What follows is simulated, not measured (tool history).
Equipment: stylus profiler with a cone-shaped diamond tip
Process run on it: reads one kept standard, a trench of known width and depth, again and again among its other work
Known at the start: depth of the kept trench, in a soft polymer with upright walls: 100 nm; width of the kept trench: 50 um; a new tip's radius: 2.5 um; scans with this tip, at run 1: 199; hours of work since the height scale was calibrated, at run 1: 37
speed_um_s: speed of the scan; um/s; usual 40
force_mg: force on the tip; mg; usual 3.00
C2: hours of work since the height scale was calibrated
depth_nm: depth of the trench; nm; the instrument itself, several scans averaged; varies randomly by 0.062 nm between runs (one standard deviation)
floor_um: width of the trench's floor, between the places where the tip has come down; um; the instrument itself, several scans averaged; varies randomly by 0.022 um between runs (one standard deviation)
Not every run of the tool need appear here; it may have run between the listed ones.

Run 1, day 0.000: usual settings; scans with this tip 199; C2 37. Result: depth_nm 100.78 nm, floor_um 48.49 um.
Run 2, day 1.500: usual settings; scans with this tip 316; C2 58. Result: depth_nm 100.81 nm, floor_um 48.49 um.
Run 3, day 2.475: usual settings but speed_um_s 14 um/s; scans with this tip 392; C2 72. Result: depth_nm 100.71 nm, floor_um 48.56 um.
Run 4, day 3.200: usual settings but speed_um_s 14 um/s; scans with this tip 449; C2 83. Result: depth_nm 100.77 nm, floor_um 48.50 um.
Run 5, day 4.083: usual settings but force_mg 6.60 mg; scans with this tip 518; C2 96. Result: depth_nm 101.28 nm, floor_um 48.53 um.
Run 6, day 5.125: usual settings; scans with this tip 599; C2 111. Result: depth_nm 100.68 nm, floor_um 48.48 um.
Run 7, day 6.400: usual settings; scans with this tip 699; C2 129. Result: depth_nm 100.65 nm, floor_um 48.45 um.
Run 8, day 7.700: usual settings; scans with this tip 800; C2 148. Result: depth_nm 100.65 nm, floor_um 48.48 um.
Run 9, day 9.242: usual settings; scans with this tip 920; C2 170. Result: depth_nm 100.81 nm, floor_um 48.53 um.
Run 10, day 10.658: usual settings; scans with this tip 1031; C2 190. Result: depth_nm 100.68 nm, floor_um 48.46 um.
Run 11, day 12.088: usual settings; scans with this tip 1143; C2 211. Result: depth_nm 100.66 nm, floor_um 48.51 um.
Run 12, day 13.233: usual settings; scans with this tip 1232; C2 227. Result: depth_nm 100.80 nm, floor_um 48.53 um.
Run 13, day 14.429: usual settings; scans with this tip 1326; C2 245. Result: depth_nm 100.92 nm, floor_um 48.49 um.
Run 14, day 15.704: usual settings; scans with this tip 1425; C2 263. Result: depth_nm 100.75 nm, floor_um 48.47 um.
Run 15, day 16.917: usual settings but force_mg 5.92 mg; scans with this tip 1520; C2 281. Result: depth_nm 101.22 nm, floor_um 48.51 um.
Run 16, day 17.879: usual settings but speed_um_s 76 um/s; scans with this tip 1595; C2 294. Result: depth_nm 100.73 nm, floor_um 48.38 um.
Run 17, day 18.562: usual settings but speed_um_s 15 um/s; scans with this tip 1648; C2 304. Result: depth_nm 100.75 nm, floor_um 48.55 um.
Run 18, day 19.879: usual settings but speed_um_s 15 um/s; scans with this tip 1751; C2 323. Result: depth_nm 100.74 nm, floor_um 48.56 um.
Run 19, day 21.171: usual settings but force_mg 1.17 mg; scans with this tip 1852; C2 342. Result: depth_nm 100.39 nm, floor_um 48.39 um.
Run 20, day 21.846: usual settings but speed_um_s 29 um/s, force_mg 2.25 mg; scans with this tip 1904; C2 352. Result: depth_nm 100.73 nm, floor_um 48.50 um.
Run 21, day 22.642: usual settings but speed_um_s 29 um/s, force_mg 2.25 mg; scans with this tip 1967; C2 363. Result: depth_nm 100.59 nm, floor_um 48.50 um.
Run 22, day 23.342: usual settings but speed_um_s 11 um/s, force_mg 7.58 mg; scans with this tip 2021; C2 373. Result: depth_nm 101.55 nm, floor_um 48.61 um.
Run 23, day 24.071: usual settings but speed_um_s 18 um/s, force_mg 4.61 mg; scans with this tip 2078; C2 384. Result: depth_nm 100.97 nm, floor_um 48.58 um.
Run 24, day 25.629: usual settings but force_mg 6.47 mg; scans with this tip 2200; C2 406. Result: depth_nm 101.31 nm, floor_um 48.52 um.
Run 25, day 26.362: usual settings but speed_um_s 17 um/s, force_mg 3.27 mg; scans with this tip 2257; C2 417. Result: depth_nm 100.76 nm, floor_um 48.51 um.
Run 26, day 27.462: usual settings but speed_um_s 41 um/s, force_mg 1.54 mg; scans with this tip 2343; C2 433. Result: depth_nm 100.48 nm, floor_um 48.46 um.
Run 27, day 29.042: usual settings but speed_um_s 41 um/s, force_mg 1.28 mg; scans with this tip 2466; C2 455. Result: depth_nm 100.43 nm, floor_um 48.43 um.
Run 28, day 29.796: usual settings but speed_um_s 133 um/s, force_mg 1.04 mg; scans with this tip 2525; C2 466. Result: depth_nm 100.35 nm, floor_um 47.96 um.
Run 29, day 31.362: usual settings but speed_um_s 29 um/s, force_mg 7.48 mg; scans with this tip 2647; C2 489. Result: depth_nm 101.35 nm, floor_um 48.55 um.
Run 30, day 32.583: usual settings but speed_um_s 29 um/s, force_mg 7.48 mg; scans with this tip 2743; C2 506. Result: depth_nm 101.34 nm, floor_um 48.53 um.
Run 31, day 33.992: usual settings but speed_um_s 37 um/s, force_mg 5.82 mg; scans with this tip 2853; C2 527. Result: depth_nm 101.21 nm, floor_um 48.50 um.
Run 32, day 34.679: usual settings but speed_um_s 69 um/s, force_mg 3.12 mg; scans with this tip 2906; C2 537. Result: depth_nm 100.81 nm, floor_um 48.43 um.
Run 33, day 35.421: usual settings but speed_um_s 57 um/s, force_mg 1.57 mg; scans with this tip 2964; C2 547. Result: depth_nm 100.40 nm, floor_um 48.40 um.
Run 34, day 36.379: usual settings but speed_um_s 57 um/s, force_mg 1.57 mg; scans with this tip 3039; C2 561. Result: depth_nm 100.46 nm, floor_um 48.41 um.

Each row is a separate what-if for the run after 34, all from the same tool condition, not one after another. Results?
Run A, day 37.350: usual settings but speed_um_s 50 um/s, force_mg 6.16 mg; scans with this tip 3115; C2 575. Result: depth_nm ?, floor_um ?.
Run B, day 37.350: usual settings but force_mg 2.09 mg; scans with this tip 3115; C2 575. Result: depth_nm ?, floor_um ?.
Run C, day 37.350: usual settings but speed_um_s 35 um/s, force_mg 6.29 mg; scans with this tip 3115; C2 575. Result: depth_nm ?, floor_um ?.
Run D, day 37.350: usual settings but speed_um_s 57 um/s, force_mg 5.53 mg; scans with this tip 3115; C2 575. Result: depth_nm ?, floor_um ?.
Run E, day 37.350: usual settings but speed_um_s 31 um/s; scans with this tip 3115; C2 575. Result: depth_nm ?, floor_um ?.

run  depth_nm  floor_um
  A    101.26     48.50
  B    100.50     48.43
  C    101.29     48.56
  D    101.19     48.47
  E    100.84     48.47
Stripped of hidden state, with their random variation kept, the same runs would have yielded:
run  depth_nm  floor_um
  A    101.27     48.50
  B    100.50     48.43
  C    101.29     48.56
  D    101.20     48.47
  E    100.85     48.47
